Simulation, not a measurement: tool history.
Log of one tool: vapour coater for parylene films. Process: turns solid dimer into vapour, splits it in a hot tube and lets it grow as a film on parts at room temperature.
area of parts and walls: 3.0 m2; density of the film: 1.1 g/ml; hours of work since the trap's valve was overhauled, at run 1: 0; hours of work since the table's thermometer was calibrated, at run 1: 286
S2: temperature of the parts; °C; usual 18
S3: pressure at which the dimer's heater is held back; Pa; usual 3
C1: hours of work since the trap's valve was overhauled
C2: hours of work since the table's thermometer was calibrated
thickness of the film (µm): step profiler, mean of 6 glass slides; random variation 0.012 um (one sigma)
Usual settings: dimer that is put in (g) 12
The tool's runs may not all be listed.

run 1 hour=0 | dimer_that_is_put_in_(g)=12 S2=18 S3=3 | C1=0 C2=286 | thickness_of_the_film_(µm)=2.08
run 2 hour=11.4 | dimer_that_is_put_in_(g)=12 S2=18 S3=3 | C1=7 C2=294 | thickness_of_the_film_(µm)=2.1
run 3 hour=29.9 | dimer_that_is_put_in_(g)=12 S2=18 S3=3 | C1=19 C2=305 | thickness_of_the_film_(µm)=2.08
run 4 hour=54.6 | dimer_that_is_put_in_(g)=12 S2=18 S3=3 | C1=34 C2=321 | thickness_of_the_film_(µm)=2.06
run 5 hour=74.4 | dimer_that_is_put_in_(g)=12 S2=18 S3=3 | C1=47 C2=333 | thickness_of_the_film_(µm)=2.06
run 6 hour=97 | dimer_that_is_put_in_(g)=12 S2=18 S3=3 | C1=61 C2=348 | thickness_of_the_film_(µm)=2.06
run 7 hour=122.1 | dimer_that_is_put_in_(g)=12 S2=18 S3=7.74 | C1=77 C2=363 | thickness_of_the_film_(µm)=1.95
run 8 hour=136.3 | dimer_that_is_put_in_(g)=12 S2=18 S3=7.74 | C1=86 C2=372 | thickness_of_the_film_(µm)=1.92
run 9 hour=159.7 | dimer_that_is_put_in_(g)=12 S2=18 S3=7.74 | C1=101 C2=387 | thickness_of_the_film_(µm)=1.95
run 10 hour=183.9 | dimer_that_is_put_in_(g)=12 S2=16 S3=7.74 | C1=116 C2=402 | thickness_of_the_film_(µm)=2.11
run 11 hour=207.9 | dimer_that_is_put_in_(g)=12 S2=16 S3=7.74 | C1=131 C2=417 | thickness_of_the_film_(µm)=2.09
run 12 hour=226.1 | dimer_that_is_put_in_(g)=12 S2=16 S3=7.74 | C1=142 C2=429 | thickness_of_the_film_(µm)=2.08
run 13 hour=244.7 | dimer_that_is_put_in_(g)=12 S2=18 S3=4.2 | C1=154 C2=441 | thickness_of_the_film_(µm)=1.99
run 14 hour=262.6 | dimer_that_is_put_in_(g)=8 S2=18 S3=2.43 | C1=165 C2=452 | thickness_of_the_film_(µm)=1.36
run 15 hour=288 | dimer_that_is_put_in_(g)=8 S2=18 S3=2.43 | C1=181 C2=468 | thickness_of_the_film_(µm)=1.36
run 16 hour=305.4 | dimer_that_is_put_in_(g)=6 S2=27 S3=2.43 | C1=192 C2=479 | thickness_of_the_film_(µm)=0.67
run 17 hour=328.1 | dimer_that_is_put_in_(g)=6 S2=27 S3=2.43 | C1=207 C2=493 | thickness_of_the_film_(µm)=0.68

Some steps in thickness of the film (µm) between neighbouring runs. How much of each would the tool show without its hidden state too (settings, what came in, random variation), and how much is left for the hidden state, with any gauge scatter that isn't in both results?
The hidden state here: vapour lost through the trap's worn valve, %; true temperature of the parts over the reading, C; drift of the gauge itself on film_um, %.
Run 13 -> 14: dimer that is put in (g) 12 -> 8, S3 4.2 -> 2.43. thickness of the film (µm) -0.63: hidden state +0.03, all else -0.66.
Run 15 -> 16: dimer that is put in (g) 8 -> 6, S2 18 -> 27. thickness of the film (µm) -0.69: hidden state +0.02, all else -0.71.
